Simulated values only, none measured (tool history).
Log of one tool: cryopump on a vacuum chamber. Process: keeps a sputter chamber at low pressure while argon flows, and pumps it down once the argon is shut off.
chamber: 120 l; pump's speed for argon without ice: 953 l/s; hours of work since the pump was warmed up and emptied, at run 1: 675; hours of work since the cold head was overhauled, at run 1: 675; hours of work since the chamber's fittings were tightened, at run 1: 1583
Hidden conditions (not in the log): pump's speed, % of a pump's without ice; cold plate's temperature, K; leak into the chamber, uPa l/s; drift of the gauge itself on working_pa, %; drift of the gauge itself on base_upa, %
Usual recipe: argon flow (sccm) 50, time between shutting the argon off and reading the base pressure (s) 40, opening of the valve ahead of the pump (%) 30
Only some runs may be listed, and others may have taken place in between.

run   hour  argon flow (sccm)  time between shutting the argon off and reading the base pressure (s)  opening of the valve ahead of the pump (%)  hours of work since the pump was warmed up and emptied  hours of work since the cold head was overhauled  hours of work since the chamber's fittings were tightened  pressure while argon flows (Pa)  pressure after the wait (uPa)
  1      0                 50                                                                     40                                          30                                                     675                                               675                                                       1583                           0.3327                           6.21
  2   28.6                 50                                                                     40                                          30                                                     699                                               699                                                       1606                           0.3376                           6.18
  3   69.1                 84                                                                     40                                          30                                                     731                                               731                                                       1638                           0.5685                           6.16
  4  105.8                 84                                                                     40                                          30                                                     761                                               761                                                       1668                           0.5758                            6.5
     112.7  -- pump warmed up, emptied and cooled again
  5  139.4                 50                                                                     40                                          30                                                      22                                               784                                                       1691                           0.2976                            5.6
  6    177                 50                                                                    114                                          30                                                      52                                               814                                                       1721                           0.2992                           3.12
  7  216.3                 68                                                                     40                                          30                                                      83                                               846                                                       1753                           0.4087                           5.71
  8    258                 68                                                                     40                                          30                                                     117                                               879                                                       1786                           0.4099                           5.79
  9  299.7                 68                                                                     40                                          30                                                     151                                               913                                                       1820                           0.4141                           5.67
 10  336.8                 50                                                                     40                                          30                                                     180                                               943                                                       1850                           0.3045                           6.01
 11  374.7                 50                                                                     40                                          30                                                     211                                               973                                                       1880                           0.3083                           5.91
 12  413.6                 50                                                                     40                                          30                                                     242                                              1004                                                       1911                            0.309                           5.86
 13  436.4                 50                                                                     40                                          30                                                     261                                              1023                                                       1930                           0.3097                           6.15
 14  461.1                 50                                                                     40                                          30                                                     280                                              1043                                                       1950                           0.3089                           6.11
 15  485.5                 50                                                                    296                                          29                                                     300                                              1062                                                       1969                           0.3226                           2.71
 16  510.6                 55                                                                     26                                          25                                                     320                                              1082                                                       1990                           0.4085                           8.27
 17  543.8                 27                                                                     56                                          23                                                     347                                              1109                                                       2016                           0.2193                           5.05
 18  579.5                 27                                                                     56                                          23                                                     376                                              1138                                                       2045                           0.2181                           5.25
 19  603.4                 58                                                                     40                                          20                                                     395                                              1157                                                       2064                           0.5418                            6.3
 20  644.5                 58                                                                    220                                          20                                                     428                                              1190                                                       2097                           0.5398                           3.11
 21  687.1                 63                                                                    300                                          42                                                     462                                              1225                                                       2132                           0.2987                              3
 22  712.6                 50                                                                    111                                          45                                                     483                                              1245                                                       2152                           0.2249                           4.05
 23    739                 20                                                                    111                                          36                                                     504                                              1266                                                       2173                           0.1107                           4.06

Each row is a separate what-if for the run after 23, all from the same tool condition, not one after another. Results?
  A  778.6                 63                                                                     46                                          53                                                     536                                              1298                                                       2205                                ?                              ?
  B  778.6                 65                                                                    246                                          29                                                     536                                              1298                                                       2205                                ?                              ?
  C  778.6                 50                                                                     40                                          24                                                     536                                              1298                                                       2205                                ?                              ?
  D  778.6                 50                                                                    111                                          36                                                     536                                              1298                                                       2205                                ?                              ?

run  pressure while argon flows (Pa)  pressure after the wait (uPa)
  A                            0.251                           6.13
  B                           0.4367                           3.37
  C                           0.4009                           6.77
  D                           0.2775                           4.28
Without the tool's unlogged condition, the same runs would have read:
run  pressure while argon flows (Pa)  pressure after the wait (uPa)
  A                           0.2117                           3.69
  B                           0.3962                           0.94
  C                           0.3696                           4.28
  D                           0.2462                           1.77
